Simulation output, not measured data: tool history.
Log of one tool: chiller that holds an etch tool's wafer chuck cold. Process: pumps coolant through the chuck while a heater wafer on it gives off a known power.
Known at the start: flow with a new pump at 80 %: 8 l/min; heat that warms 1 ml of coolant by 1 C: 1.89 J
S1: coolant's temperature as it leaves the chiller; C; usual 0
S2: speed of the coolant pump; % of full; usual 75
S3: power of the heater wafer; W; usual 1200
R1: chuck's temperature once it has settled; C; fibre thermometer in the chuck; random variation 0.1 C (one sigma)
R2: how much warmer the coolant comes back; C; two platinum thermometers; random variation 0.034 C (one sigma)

{"run": 1, "hour": 0.0, "S1": 0, "S2": 75, "S3": 1200, "R1": 9.6, "R2": 5.33}
{"run": 2, "hour": 91.2, "S1": 0, "S2": 75, "S3": 1200, "R1": 9.5, "R2": 5.28}
{"run": 3, "hour": 216.5, "S1": 0, "S2": 75, "S3": 1200, "R1": 9.5, "R2": 5.27}
{"run": 4, "hour": 304.3, "S1": 0, "S2": 75, "S3": 1200, "R1": 9.5, "R2": 5.34}
{"run": 5, "hour": 387.1, "S1": 0, "S2": 75, "S3": 916, "R1": 7.3, "R2": 4.07}
{"run": 6, "hour": 447.2, "S1": 0, "S2": 75, "S3": 916, "R1": 7.2, "R2": 4.03}
{"run": 7, "hour": 554.7, "S1": 0, "S2": 75, "S3": 1520, "R1": 11.9, "R2": 6.73}
{"hour": 565.8, "done": "chiller's thermometer calibrated"}
{"run": 8, "hour": 632.9, "S1": 0, "S2": 75, "S3": 1520, "R1": 12.1, "R2": 6.72}
{"run": 9, "hour": 715.1, "S1": 0, "S2": 75, "S3": 1520, "R1": 12.2, "R2": 6.67}
{"run": 10, "hour": 819.8, "S1": 0, "S2": 75, "S3": 1520, "R1": 12.1, "R2": 6.69}
{"run": 11, "hour": 944.7, "S1": 0, "S2": 75, "S3": 948, "R1": 7.5, "R2": 4.18}
{"hour": 1022.2, "done": "chiller's thermometer calibrated, once more"}
{"run": 12, "hour": 1089.9, "S1": 0, "S2": 75, "S3": 948, "R1": 7.6, "R2": 4.19}
{"run": 13, "hour": 1158.6, "S1": 0, "S2": 75, "S3": 948, "R1": 7.5, "R2": 4.23}
{"run": 14, "hour": 1234.3, "S1": 0, "S2": 75, "S3": 948, "R1": 7.8, "R2": 4.17}
{"run": 15, "hour": 1331.6, "S1": 9, "S2": 75, "S3": 805, "R1": 15.5, "R2": 3.59}
{"run": 16, "hour": 1456.1, "S1": 9, "S2": 68, "S3": 805, "R1": 16.0, "R2": 4.02}
{"run": 17, "hour": 1579.6, "S1": 9, "S2": 68, "S3": 805, "R1": 16.0, "R2": 4.0}
{"run": 18, "hour": 1708.4, "S1": 9, "S2": 68, "S3": 805, "R1": 16.0, "R2": 4.01}
{"run": 19, "hour": 1784.1, "S1": 9, "S2": 68, "S3": 1004, "R1": 17.7, "R2": 4.98}
{"run": 20, "hour": 1930.1, "S1": -3, "S2": 75, "S3": 1034, "R1": 5.5, "R2": 4.59}
{"run": 21, "hour": 2052.5, "S1": -3, "S2": 75, "S3": 1575, "R1": 10.0, "R2": 7.05}
{"run": 22, "hour": 2112.7, "S1": 3, "S2": 68, "S3": 1200, "R1": 13.7, "R2": 6.01}
{"run": 23, "hour": 2197.0, "S1": 0, "S2": 64, "S3": 784, "R1": 7.1, "R2": 4.17}
{"run": 24, "hour": 2258.8, "S1": -5, "S2": 81, "S3": 747, "R1": 0.8, "R2": 3.11}
{"run": 25, "hour": 2385.0, "S1": 7, "S2": 69, "S3": 647, "R1": 12.6, "R2": 3.16}
{"hour": 2528.4, "done": "coolant changed, channels flushed"}
{"run": 26, "hour": 2531.2, "S1": 0, "S2": 75, "S3": 677, "R1": 5.0, "R2": 3.06}

Forecast each of these 5 alternatives for the next run:
{"run": "A", "hour": 2603.4, "S1": 0, "S2": 75, "S3": 1797, "R1": "?", "R2": "?"}
{"run": "B", "hour": 2603.4, "S1": 0, "S2": 83, "S3": 677, "R1": "?", "R2": "?"}
{"run": "C", "hour": 2603.4, "S1": -8, "S2": 75, "S3": 1102, "R1": "?", "R2": "?"}
{"run": "D", "hour": 2603.4, "S1": 1, "S2": 88, "S3": 675, "R1": "?", "R2": "?"}
{"run": "E", "hour": 2603.4, "S1": -10, "S2": 83, "S3": 852, "R1": "?", "R2": "?"}

run=A R1=13.4 R2=8.10
run=B R1=4.6 R2=2.74
run=C R1=0.2 R2=4.91
run=D R1=5.4 R2=2.58
run=E R1=-4.1 R2=3.43
Without the tool's hidden state the same runs would have given:
run=A R1=13.0 R2=7.68
run=B R1=4.5 R2=2.59
run=C R1=0.0 R2=4.65
run=D R1=5.4 R2=2.45
run=E R1=-4.2 R2=3.24
